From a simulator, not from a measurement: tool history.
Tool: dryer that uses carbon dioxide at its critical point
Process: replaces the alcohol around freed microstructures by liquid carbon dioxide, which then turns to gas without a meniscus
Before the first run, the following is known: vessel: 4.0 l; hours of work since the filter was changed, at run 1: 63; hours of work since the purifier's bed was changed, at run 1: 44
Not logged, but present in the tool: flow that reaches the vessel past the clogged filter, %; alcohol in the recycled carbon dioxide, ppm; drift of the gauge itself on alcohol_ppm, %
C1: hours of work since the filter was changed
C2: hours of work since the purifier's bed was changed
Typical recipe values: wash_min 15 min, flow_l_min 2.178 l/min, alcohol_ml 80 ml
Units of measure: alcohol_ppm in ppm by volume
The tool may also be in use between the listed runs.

Run 1, hour 0.0: usual settings; C1 63; C2 44. Result: alcohol_ppm 35 ppm by volume.
Run 2, hour 9.2: usual settings but wash_min 12 min; C1 67; C2 47. Result: alcohol_ppm 107 ppm by volume.
Run 3, hour 19.9: usual settings but wash_min 12 min; C1 71; C2 51. Result: alcohol_ppm 119 ppm by volume.
Run 4, hour 26.8: usual settings but wash_min 12 min; C1 73; C2 54. Result: alcohol_ppm 103 ppm by volume.
Run 5, hour 34.9: usual settings; C1 76; C2 57. Result: alcohol_ppm 36 ppm by volume.
Run 6, hour 44.5: usual settings; C1 80; C2 61. Result: alcohol_ppm 42 ppm by volume.
Run 7, hour 56.9: usual settings; C1 85; C2 65. Result: alcohol_ppm 32 ppm by volume.
Run 8, hour 68.7: usual settings; C1 89; C2 70. Result: alcohol_ppm 34 ppm by volume.
Run 9, hour 75.5: usual settings but flow_l_min 2.860 l/min; C1 92; C2 72. Result: alcohol_ppm 22 ppm by volume.
Run 10, hour 86.3: usual settings but flow_l_min 2.860 l/min; C1 96; C2 76. Result: alcohol_ppm 19 ppm by volume.
Run 11, hour 97.3: usual settings; C1 100; C2 81. Result: alcohol_ppm 35 ppm by volume.
Run 12, hour 110.0: usual settings but wash_min 16 min, flow_l_min 2.890 l/min, alcohol_ml 26 ml; C1 105; C2 86. Result: alcohol_ppm 21 ppm by volume.
Run 13, hour 119.9: usual settings but wash_min 16 min, flow_l_min 2.890 l/min, alcohol_ml 26 ml; C1 109; C2 89. Result: alcohol_ppm 12 ppm by volume.
Run 14, hour 129.4: usual settings but wash_min 16 min, flow_l_min 2.890 l/min, alcohol_ml 26 ml; C1 112; C2 93. Result: alcohol_ppm 17 ppm by volume.
Run 15, hour 142.3: usual settings but wash_min 16 min, flow_l_min 2.890 l/min, alcohol_ml 26 ml; C1 117; C2 98. Result: alcohol_ppm 16 ppm by volume.
Run 16, hour 149.3: usual settings but wash_min 16 min, flow_l_min 2.890 l/min, alcohol_ml 26 ml; C1 120; C2 100. Result: alcohol_ppm 16 ppm by volume.
Run 17, hour 161.8: usual settings but wash_min 11 min, flow_l_min 1.860 l/min; C1 125; C2 105. Result: alcohol_ppm 360 ppm by volume.
Run 18, hour 168.9: usual settings but wash_min 18 min, flow_l_min 1.400 l/min; C1 127; C2 108. Result: alcohol_ppm 161 ppm by volume.
Run 19, hour 181.2: usual settings but wash_min 11 min, flow_l_min 2.860 l/min; C1 132; C2 113. Result: alcohol_ppm 51 ppm by volume.
Run 20, hour 193.3: usual settings but wash_min 13 min, alcohol_ml 68 ml; C1 137; C2 117. Result: alcohol_ppm 83 ppm by volume.
Run 21, hour 199.0: usual settings but wash_min 10 min, flow_l_min 3.350 l/min, alcohol_ml 52 ml; C1 139; C2 119. Result: alcohol_ppm 28 ppm by volume.

Selected run-to-run steps in alcohol_ppm, each split into two signed amounts: the part the tool would show with no hidden state at all (from settings, incoming material and random variation), and the remainder, which goes to the hidden state together with any gauge scatter not common to the measured and the hidden-state-free results:
Run 16 -> 17: wash_min 16 -> 11, flow_l_min 2.890 -> 1.860, alcohol_ml 26 -> 80. alcohol_ppm +344 ppm by volume: hidden state +40, all else +304.
Run 17 -> 18: wash_min 11 -> 18, flow_l_min 1.860 -> 1.400. alcohol_ppm -199 ppm by volume: hidden state -17, all else -182.

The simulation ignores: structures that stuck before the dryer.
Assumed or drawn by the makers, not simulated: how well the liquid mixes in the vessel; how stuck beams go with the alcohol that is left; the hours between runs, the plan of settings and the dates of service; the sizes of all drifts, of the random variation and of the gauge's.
